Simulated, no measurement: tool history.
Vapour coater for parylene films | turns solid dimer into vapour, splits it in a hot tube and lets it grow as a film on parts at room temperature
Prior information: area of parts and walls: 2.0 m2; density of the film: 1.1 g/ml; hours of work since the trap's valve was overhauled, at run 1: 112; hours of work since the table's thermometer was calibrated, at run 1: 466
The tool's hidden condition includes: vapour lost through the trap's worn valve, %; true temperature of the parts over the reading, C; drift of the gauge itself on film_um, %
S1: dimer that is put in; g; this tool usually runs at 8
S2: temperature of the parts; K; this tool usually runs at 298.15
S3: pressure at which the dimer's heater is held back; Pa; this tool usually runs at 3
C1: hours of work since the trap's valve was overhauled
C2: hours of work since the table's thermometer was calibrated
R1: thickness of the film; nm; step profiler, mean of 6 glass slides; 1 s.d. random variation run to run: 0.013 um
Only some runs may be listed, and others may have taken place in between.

{"run": 1, "hour": 0.0, "S1": 8, "S2": 298.15, "S3": 3, "C1": 112, "C2": 466, "R1": 2010}
{"run": 2, "hour": 14.3, "S1": 8, "S2": 298.15, "S3": 9.19, "C1": 123, "C2": 477, "R1": 1690}
{"run": 3, "hour": 22.5, "S1": 8, "S2": 298.15, "S3": 9.19, "C1": 130, "C2": 484, "R1": 1690}
{"run": 4, "hour": 34.3, "S1": 8, "S2": 298.15, "S3": 9.19, "C1": 139, "C2": 494, "R1": 1680}
{"run": 5, "hour": 48.3, "S1": 8, "S2": 298.15, "S3": 9.19, "C1": 151, "C2": 505, "R1": 1680}
{"run": 6, "hour": 60.9, "S1": 8, "S2": 298.15, "S3": 9.19, "C1": 161, "C2": 515, "R1": 1680}
{"run": 7, "hour": 68.7, "S1": 8, "S2": 298.15, "S3": 2.53, "C1": 167, "C2": 521, "R1": 2040}
{"run": 8, "hour": 80.3, "S1": 8, "S2": 305.15, "S3": 3, "C1": 177, "C2": 531, "R1": 1410}
{"run": 9, "hour": 96.3, "S1": 8, "S2": 305.15, "S3": 3, "C1": 190, "C2": 544, "R1": 1400}
{"run": 10, "hour": 110.3, "S1": 8, "S2": 305.15, "S3": 3, "C1": 201, "C2": 555, "R1": 1410}
{"run": 11, "hour": 124.4, "S1": 8, "S2": 305.15, "S3": 3, "C1": 212, "C2": 566, "R1": 1400}
{"run": 12, "hour": 134.2, "S1": 8, "S2": 305.15, "S3": 8.75, "C1": 220, "C2": 574, "R1": 1180}
{"run": 13, "hour": 151.3, "S1": 8, "S2": 298.15, "S3": 3, "C1": 234, "C2": 588, "R1": 1960}
{"run": 14, "hour": 161.0, "S1": 8, "S2": 298.15, "S3": 3, "C1": 242, "C2": 596, "R1": 1940}
{"run": 15, "hour": 169.8, "S1": 8, "S2": 298.15, "S3": 3, "C1": 249, "C2": 603, "R1": 1980}
{"run": 16, "hour": 177.6, "S1": 5, "S2": 298.15, "S3": 3, "C1": 255, "C2": 609, "R1": 1210}

What will run 17 give?
{"run": 17, "hour": 192.8, "S1": 4, "S2": 294.15, "S3": 5.67, "C1": 267, "C2": 621, "R1": "?"}

{"run 17": {"R1": 1090}}
Without the tool's hidden state the same run would have given R1 1160 nm.
